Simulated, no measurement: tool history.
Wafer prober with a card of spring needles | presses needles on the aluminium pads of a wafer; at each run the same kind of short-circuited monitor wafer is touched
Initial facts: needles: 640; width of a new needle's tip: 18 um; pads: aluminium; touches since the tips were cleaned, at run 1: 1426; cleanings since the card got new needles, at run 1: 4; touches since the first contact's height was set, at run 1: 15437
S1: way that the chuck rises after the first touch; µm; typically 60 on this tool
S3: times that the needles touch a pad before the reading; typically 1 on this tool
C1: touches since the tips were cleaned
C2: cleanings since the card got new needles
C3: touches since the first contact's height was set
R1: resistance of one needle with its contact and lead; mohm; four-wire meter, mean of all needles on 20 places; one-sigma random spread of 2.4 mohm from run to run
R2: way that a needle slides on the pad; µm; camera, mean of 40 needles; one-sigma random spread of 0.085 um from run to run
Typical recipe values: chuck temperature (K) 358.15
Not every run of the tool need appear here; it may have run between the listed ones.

{"run": 1, "hour": 0.0, "S1": 60, "chuck temperature (K)": 358.15, "S3": 1, "C1": 1426, "C2": 4, "C3": 15437, "R1": 281, "R2": 11.33}
{"hour": 9.5, "done": "tips cleaned on abrasive film"}
{"hour": 24.9, "done": "tips cleaned on abrasive film"}
{"run": 2, "hour": 28.9, "S1": 60, "chuck temperature (K)": 358.15, "S3": 1, "C1": 1017, "C2": 6, "C3": 22798, "R1": 284, "R2": 11.49}
{"hour": 38.2, "done": "tips cleaned on abrasive film"}
{"hour": 53.4, "done": "tips cleaned on abrasive film"}
{"run": 3, "hour": 62.8, "S1": 60, "chuck temperature (K)": 358.15, "S3": 1, "C1": 2418, "C2": 8, "C3": 31446, "R1": 284, "R2": 11.19}
{"hour": 68.4, "done": "tips cleaned on abrasive film"}
{"hour": 83.5, "done": "tips cleaned on abrasive film"}
{"hour": 99.2, "done": "tips cleaned on abrasive film"}
{"hour": 111.9, "done": "tips cleaned on abrasive film"}
{"run": 4, "hour": 116.4, "S1": 60, "chuck temperature (K)": 358.15, "S3": 1, "C1": 1171, "C2": 12, "C3": 45091, "R1": 283, "R2": 11.32}
{"hour": 125.6, "done": "tips cleaned on abrasive film"}
{"hour": 140.6, "done": "tips cleaned on abrasive film"}
{"run": 5, "hour": 147.0, "S1": 60, "chuck temperature (K)": 358.15, "S3": 1, "C1": 1624, "C2": 14, "C3": 52875, "R1": 287, "R2": 11.21}
{"hour": 153.4, "done": "tips cleaned on abrasive film"}
{"hour": 167.6, "done": "tips cleaned on abrasive film"}
{"hour": 182.6, "done": "tips cleaned on abrasive film"}
{"run": 6, "hour": 188.2, "S1": 60, "chuck temperature (K)": 369.15, "S3": 1, "C1": 1439, "C2": 17, "C3": 63361, "R1": 288, "R2": 11.3}
{"hour": 197.7, "done": "tips cleaned on abrasive film"}
{"hour": 213.2, "done": "tips cleaned on abrasive film"}
{"hour": 229.0, "done": "tips cleaned on abrasive film"}
{"run": 7, "hour": 240.9, "S1": 66, "chuck temperature (K)": 369.15, "S3": 1, "C1": 3040, "C2": 20, "C3": 76799, "R1": 294, "R2": 12.3}
{"hour": 244.1, "done": "tips cleaned on abrasive film"}
{"hour": 256.7, "done": "tips cleaned on abrasive film"}
{"hour": 271.7, "done": "tips cleaned on abrasive film"}
{"hour": 274.8, "done": "tips cleaned on abrasive film, once more"}
{"hour": 289.7, "done": "tips cleaned on abrasive film"}
{"run": 8, "hour": 294.7, "S1": 60, "chuck temperature (K)": 327.15, "S3": 1, "C1": 1278, "C2": 25, "C3": 90469, "R1": 274, "R2": 11.04}
{"hour": 303.8, "done": "tips cleaned on abrasive film"}
{"hour": 318.7, "done": "tips cleaned on abrasive film"}
{"hour": 333.8, "done": "tips cleaned on abrasive film"}
{"hour": 349.6, "done": "tips cleaned on abrasive film"}
{"run": 9, "hour": 350.3, "S1": 79, "chuck temperature (K)": 327.15, "S3": 1, "C1": 173, "C2": 29, "C3": 104625, "R1": 257, "R2": 14.46}
{"hour": 365.2, "done": "tips cleaned on abrasive film"}
{"run": 10, "hour": 375.8, "S1": 79, "chuck temperature (K)": 327.15, "S3": 1, "C1": 2719, "C2": 30, "C3": 111152, "R1": 266, "R2": 14.55}
{"hour": 379.1, "done": "tips cleaned on abrasive film"}
{"hour": 394.7, "done": "tips cleaned on abrasive film"}
{"hour": 410.4, "done": "tips cleaned on abrasive film"}
{"run": 11, "hour": 415.3, "S1": 79, "chuck temperature (K)": 327.15, "S3": 1, "C1": 1246, "C2": 33, "C3": 121203, "R1": 266, "R2": 14.47}
{"hour": 421.9, "done": "height of the first contact set anew"}
{"hour": 425.1, "done": "tips cleaned on abrasive film"}
{"hour": 437.8, "done": "tips cleaned on abrasive film"}
{"run": 12, "hour": 442.1, "S1": 79, "chuck temperature (K)": 327.15, "S3": 1, "C1": 1104, "C2": 35, "C3": 5127, "R1": 267, "R2": 14.96}
{"hour": 451.6, "done": "tips cleaned on abrasive film"}
{"hour": 467.0, "done": "tips cleaned on abrasive film"}
{"hour": 482.7, "done": "tips cleaned on abrasive film"}
{"hour": 495.4, "done": "tips cleaned on abrasive film"}
{"run": 13, "hour": 495.4, "S1": 79, "chuck temperature (K)": 327.15, "S3": 1, "C1": 0, "C2": 39, "C3": 18710, "R1": 253, "R2": 15.1}
{"hour": 508.1, "done": "tips cleaned on abrasive film"}
{"hour": 523.3, "done": "tips cleaned on abrasive film"}
{"hour": 538.3, "done": "tips cleaned on abrasive film"}
{"hour": 552.3, "done": "tips cleaned on abrasive film"}
{"run": 14, "hour": 552.3, "S1": 79, "chuck temperature (K)": 327.15, "S3": 1, "C1": 0, "C2": 43, "C3": 33184, "R1": 252, "R2": 14.88}
{"hour": 564.9, "done": "tips cleaned on abrasive film"}
{"hour": 580.2, "done": "tips cleaned on abrasive film"}
{"hour": 595.9, "done": "tips cleaned on abrasive film"}
{"run": 15, "hour": 596.3, "S1": 73, "chuck temperature (K)": 333.15, "S3": 3, "C1": 90, "C2": 46, "C3": 44399, "R1": 253, "R2": 13.62}
{"hour": 611.1, "done": "tips cleaned on abrasive film"}
{"hour": 626.1, "done": "tips cleaned on abrasive film"}
{"run": 16, "hour": 632.7, "S1": 73, "chuck temperature (K)": 318.15, "S3": 2, "C1": 1703, "C2": 48, "C3": 53684, "R1": 262, "R2": 13.7}
{"hour": 639.1, "done": "tips cleaned on abrasive film"}
{"hour": 651.7, "done": "tips cleaned on abrasive film"}
{"hour": 666.6, "done": "tips cleaned on abrasive film"}
{"run": 17, "hour": 667.9, "S1": 70, "chuck temperature (K)": 309.15, "S3": 2, "C1": 330, "C2": 51, "C3": 62624, "R1": 258, "R2": 13.13}
{"hour": 680.4, "done": "tips cleaned on abrasive film"}
{"hour": 695.4, "done": "tips cleaned on abrasive film"}
{"run": 18, "hour": 702.9, "S1": 69, "chuck temperature (K)": 354.15, "S3": 1, "C1": 1941, "C2": 53, "C3": 71565, "R1": 282, "R2": 12.88}
{"hour": 709.3, "done": "tips cleaned on abrasive film"}
{"hour": 724.8, "done": "tips cleaned on abrasive film"}
{"run": 19, "hour": 733.5, "S1": 55, "chuck temperature (K)": 358.15, "S3": 1, "C1": 2235, "C2": 55, "C3": 79364, "R1": 304, "R2": 9.96}
{"hour": 739.4, "done": "tips cleaned on abrasive film"}
{"hour": 752.0, "done": "tips cleaned on abrasive film"}
{"hour": 767.1, "done": "tips cleaned on abrasive film"}
{"hour": 782.3, "done": "tips cleaned on abrasive film"}
{"run": 20, "hour": 786.6, "S1": 76, "chuck temperature (K)": 316.15, "S3": 1, "C1": 1099, "C2": 59, "C3": 92879, "R1": 263, "R2": 14.09}
{"hour": 795.9, "done": "tips cleaned on abrasive film"}
{"hour": 808.5, "done": "tips cleaned on abrasive film"}
{"hour": 824.0, "done": "tips cleaned on abrasive film"}
{"run": 21, "hour": 831.9, "S1": 76, "chuck temperature (K)": 316.15, "S3": 1, "C1": 2043, "C2": 62, "C3": 104419, "R1": 268, "R2": 14.04}
{"hour": 837.6, "done": "tips cleaned on abrasive film"}
{"hour": 850.2, "done": "tips cleaned on abrasive film"}
{"hour": 862.9, "done": "tips cleaned on abrasive film"}
{"hour": 875.5, "done": "tips cleaned on abrasive film"}
{"run": 22, "hour": 887.7, "S1": 77, "chuck temperature (K)": 304.15, "S3": 2, "C1": 3132, "C2": 66, "C3": 118634, "R1": 264, "R2": 14.21}
{"hour": 891.0, "done": "tips cleaned on abrasive film"}
{"hour": 903.3, "done": "height of the first contact set anew"}
{"hour": 906.4, "done": "tips cleaned on abrasive film"}
{"run": 23, "hour": 917.6, "S1": 44, "chuck temperature (K)": 358.15, "S3": 1, "C1": 2870, "C2": 68, "C3": 3642, "R1": 334, "R2": 8.57}
{"hour": 920.9, "done": "tips cleaned on abrasive film"}
{"hour": 935.3, "done": "tips cleaned on abrasive film"}
{"run": 24, "hour": 943.9, "S1": 51, "chuck temperature (K)": 300.15, "S3": 2, "C1": 2206, "C2": 70, "C3": 10322, "R1": 283, "R2": 9.69}
{"hour": 950.2, "done": "tips cleaned on abrasive film"}
{"hour": 965.8, "done": "tips cleaned on abrasive film"}
{"hour": 981.6, "done": "tips cleaned on abrasive film"}
{"run": 25, "hour": 985.9, "S1": 60, "chuck temperature (K)": 314.15, "S3": 2, "C1": 1117, "C2": 73, "C3": 21027, "R1": 263, "R2": 11.54}
{"hour": 995.4, "done": "tips cleaned on abrasive film"}
{"hour": 1010.6, "done": "tips cleaned on abrasive film"}
{"hour": 1025.5, "done": "tips cleaned on abrasive film"}
{"run": 26, "hour": 1036.9, "S1": 41, "chuck temperature (K)": 378.15, "S3": 1, "C1": 2928, "C2": 76, "C3": 34030, "R1": 351, "R2": 7.55}
{"hour": 1040.1, "done": "tips cleaned on abrasive film"}
{"hour": 1052.8, "done": "tips cleaned on abrasive film"}
{"hour": 1068.2, "done": "tips cleaned on abrasive film"}
{"hour": 1083.1, "done": "tips cleaned on abrasive film"}
{"run": 27, "hour": 1083.1, "S1": 45, "chuck temperature (K)": 336.15, "S3": 1, "C1": 0, "C2": 80, "C3": 45777, "R1": 278, "R2": 8.48}

Pick out some run-to-run changes in R1. Of each, how much would a tool without hidden state show as well, from the settings, what came in and chance, and how much is left for the hidden state and any gauge scatter not in both results compared?
What the log doesn't record here: debris on the tips, nm; way that the needles fall short of the set height, um; tips' diameter, um; drift of the gauge itself on contact_mohm, %; drift of the gauge itself on scrub_um, %.
Run 25 -> 26: S1 60 -> 41, chuck temperature (K) 314.15 -> 378.15, S3 2 -> 1, tips cleaned on abrasive film, tips cleaned on abrasive film, tips cleaned on abrasive film. R1 +88 mohm: hidden state +53, all else +35.
Run 26 -> 27: S1 41 -> 45, chuck temperature (K) 378.15 -> 336.15, tips cleaned on abrasive film, tips cleaned on abrasive film, tips cleaned on abrasive film, tips cleaned on abrasive film. R1 -73 mohm: hidden state -54, all else -19.
